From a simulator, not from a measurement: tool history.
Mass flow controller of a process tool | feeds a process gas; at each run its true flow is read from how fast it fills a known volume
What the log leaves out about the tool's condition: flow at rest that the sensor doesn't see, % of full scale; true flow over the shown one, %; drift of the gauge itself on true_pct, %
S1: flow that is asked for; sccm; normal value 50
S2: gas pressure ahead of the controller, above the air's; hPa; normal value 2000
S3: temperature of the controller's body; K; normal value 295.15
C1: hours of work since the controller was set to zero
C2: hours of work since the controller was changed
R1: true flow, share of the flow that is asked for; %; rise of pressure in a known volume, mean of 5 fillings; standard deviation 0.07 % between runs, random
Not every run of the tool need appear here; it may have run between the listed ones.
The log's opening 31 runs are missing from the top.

{"run": 32, "hour": 2007.4, "S1": 81, "S2": 2040, "S3": 295.15, "C1": 1366, "C2": 1366, "R1": 99.28}
{"run": 33, "hour": 2086.9, "S1": 81, "S2": 2040, "S3": 295.15, "C1": 1392, "C2": 1392, "R1": 99.31}
{"run": 34, "hour": 2149.8, "S1": 13, "S2": 1560, "S3": 309.15, "C1": 1412, "C2": 1412, "R1": 94.27}
{"run": 35, "hour": 2230.2, "S1": 43, "S2": 2510, "S3": 294.15, "C1": 1439, "C2": 1439, "R1": 97.68}
{"run": 36, "hour": 2312.4, "S1": 99, "S2": 2260, "S3": 297.15, "C1": 1466, "C2": 1466, "R1": 99.82}
{"run": 37, "hour": 2366.6, "S1": 99, "S2": 2260, "S3": 297.15, "C1": 1483, "C2": 1483, "R1": 99.78}
{"run": 38, "hour": 2422.6, "S1": 50, "S2": 1720, "S3": 295.15, "C1": 1502, "C2": 1502, "R1": 97.98}
{"run": 39, "hour": 2481.0, "S1": 50, "S2": 2000, "S3": 305.15, "C1": 1521, "C2": 1521, "R1": 97.27}

Run 40 has not been measured yet. What should we expect?
{"run": 40, "hour": 2536.6, "S1": 50, "S2": 2000, "S3": 305.15, "C1": 1539, "C2": 1539, "R1": "?"}

R1: 97.43 %
With the hidden condition absent and the run-to-run variation left alone, this run would have shown R1 97.93 %.

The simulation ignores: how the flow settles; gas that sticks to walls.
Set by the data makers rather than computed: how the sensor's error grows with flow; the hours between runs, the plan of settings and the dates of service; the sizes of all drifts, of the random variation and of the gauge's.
